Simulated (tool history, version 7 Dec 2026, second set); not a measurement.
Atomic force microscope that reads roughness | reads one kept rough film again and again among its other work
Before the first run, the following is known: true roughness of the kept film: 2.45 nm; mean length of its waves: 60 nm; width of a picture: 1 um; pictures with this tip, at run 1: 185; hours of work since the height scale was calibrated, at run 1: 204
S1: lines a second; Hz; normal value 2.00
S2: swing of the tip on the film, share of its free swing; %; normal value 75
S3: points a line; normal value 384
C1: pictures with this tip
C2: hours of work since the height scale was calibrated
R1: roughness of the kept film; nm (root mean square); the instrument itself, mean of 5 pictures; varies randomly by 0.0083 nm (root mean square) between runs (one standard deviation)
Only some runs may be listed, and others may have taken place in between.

Run 1, hour 0.0: usual settings; C1 185; C2 204. Result: R1 2.171 nm (root mean square).
Run 2, hour 11.5: usual settings; C1 200; C2 211. Result: R1 2.166 nm (root mean square).
At hour 15.8: new tip fitted.
Run 3, hour 22.1: usual settings; C1 8; C2 218. Result: R1 2.229 nm (root mean square).
Run 4, hour 31.6: usual settings but S1 2.38 Hz; C1 20; C2 224. Result: R1 2.217 nm (root mean square).
Run 5, hour 42.6: usual settings but S1 2.38 Hz; C1 34; C2 232. Result: R1 2.189 nm (root mean square).
Run 6, hour 48.0: usual settings but S1 2.38 Hz; C1 41; C2 235. Result: R1 2.186 nm (root mean square).
Run 7, hour 56.9: usual settings but S1 2.38 Hz; C1 52; C2 241. Result: R1 2.198 nm (root mean square).
Run 8, hour 66.4: usual settings but S1 1.00 Hz, S2 72 %, S3 772; C1 64; C2 247. Result: R1 2.312 nm (root mean square).
Run 9, hour 73.0: usual settings but S1 2.54 Hz, S2 64 %, S3 388; C1 72; C2 252. Result: R1 2.278 nm (root mean square).
Run 10, hour 85.6: usual settings but S1 1.03 Hz, S2 74 %, S3 388; C1 88; C2 260. Result: R1 2.294 nm (root mean square).
Run 11, hour 95.8: usual settings but S1 1.03 Hz, S2 74 %, S3 388; C1 101; C2 267. Result: R1 2.277 nm (root mean square).
Run 12, hour 108.4: usual settings but S1 1.03 Hz, S2 74 %, S3 388; C1 117; C2 275. Result: R1 2.273 nm (root mean square).
Run 13, hour 120.3: usual settings but S1 0.63 Hz, S2 88 %, S3 849; C1 132; C2 283. Result: R1 2.263 nm (root mean square).

Below are 5 alternative next runs, each starting from the tool's condition after run 13. Predict each:
Run A, hour 128.8: usual settings but S1 2.39 Hz, S2 67 %, S3 462; C1 143; C2 288. Result: R1 ?.
Run B, hour 128.8: usual settings but S3 466; C1 143; C2 288. Result: R1 ?.
Run C, hour 128.8: usual settings but S1 0.80 Hz, S2 67 %; C1 143; C2 288. Result: R1 ?.
Run D, hour 128.8: usual settings but S3 911; C1 143; C2 288. Result: R1 ?.
Run E, hour 128.8: usual settings but S1 0.57 Hz, S3 387; C1 143; C2 288. Result: R1 ?.

run     R1
  A  2.216
  B  2.193
  C  2.301
  D  2.185
  E  2.303
The same runs, with their run-to-run variation unchanged, on a tool lacking any hidden condition would have given:
run     R1
  A  2.274
  B  2.251
  C  2.361
  D  2.243
  E  2.364
